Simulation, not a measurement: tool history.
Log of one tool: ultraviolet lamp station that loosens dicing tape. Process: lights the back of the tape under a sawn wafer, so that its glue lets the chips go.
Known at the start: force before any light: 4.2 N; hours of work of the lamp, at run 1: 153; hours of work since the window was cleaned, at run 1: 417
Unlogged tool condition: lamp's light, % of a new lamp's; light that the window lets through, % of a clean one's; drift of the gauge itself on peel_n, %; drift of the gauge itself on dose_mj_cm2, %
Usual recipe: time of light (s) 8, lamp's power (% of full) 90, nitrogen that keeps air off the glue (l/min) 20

| run | hour | time of light (s) | lamp's power (% of full) | nitrogen that keeps air off the glue (l/min) | hours of work of the lamp | hours of work since the window was cleaned | force that peels the tape off (N) | light that reached the tape (J/m2) |
|---|---|---|---|---|---|---|---|---|
| 1 | 0 | 8 | 90 | 20 | 153 | 417 | 0.42 | 2810 |
| 2 | 45.9 | 8 | 90 | 20 | 187 | 451 | 0.441 | 2740 |
|  | 64.2 | window cleaned of glue's vapour |
| 3 | 95.5 | 8 | 90 | 20 | 223 | 23 | 0.491 | 2510 |
| 4 | 135.6 | 8 | 90 | 20 | 252 | 52 | 0.518 | 2450 |
| 5 | 191.3 | 8 | 90 | 20 | 293 | 93 | 0.54 | 2340 |
| 6 | 248 | 5 | 90 | 20 | 334 | 134 | 1.077 | 1390 |
| 7 | 299.3 | 8 | 60 | 15 | 371 | 172 | 1.16 | 1430 |
|  | 319.5 | window cleaned of glue's vapour, once more |
| 8 | 353.5 | 5 | 99 | 7 | 411 | 25 | 1.114 | 1950 |
| 9 | 397.2 | 8 | 90 | 7 | 442 | 57 | 0.705 | 2670 |
| 10 | 455.1 | 8 | 64 | 11 | 485 | 99 | 0.956 | 1800 |

Forecast each of these 4 alternatives for the next run:
| A | 502.4 | 11 | 90 | 10 | 519 | 133 | ? | ? |
| B | 502.4 | 7 | 63 | 20 | 519 | 133 | ? | ? |
| C | 502.4 | 8 | 63 | 11 | 519 | 133 | ? | ? |
| D | 502.4 | 8 | 64 | 7 | 519 | 133 | ? | ? |

| run | force that peels the tape off (N) | light that reached the tape (J/m2) |
|---|---|---|
| A | 0.42 | 3370 |
| B | 1.018 | 1530 |
| C | 1.073 | 1680 |
| D | 1.232 | 1740 |
What these runs would have given with no unlogged condition in the tool:
| run | force that peels the tape off (N) | light that reached the tape (J/m2) |
|---|---|---|
| A | 0.265 | 5030 |
| B | 0.583 | 2280 |
| C | 0.614 | 2520 |
| D | 0.734 | 2590 |

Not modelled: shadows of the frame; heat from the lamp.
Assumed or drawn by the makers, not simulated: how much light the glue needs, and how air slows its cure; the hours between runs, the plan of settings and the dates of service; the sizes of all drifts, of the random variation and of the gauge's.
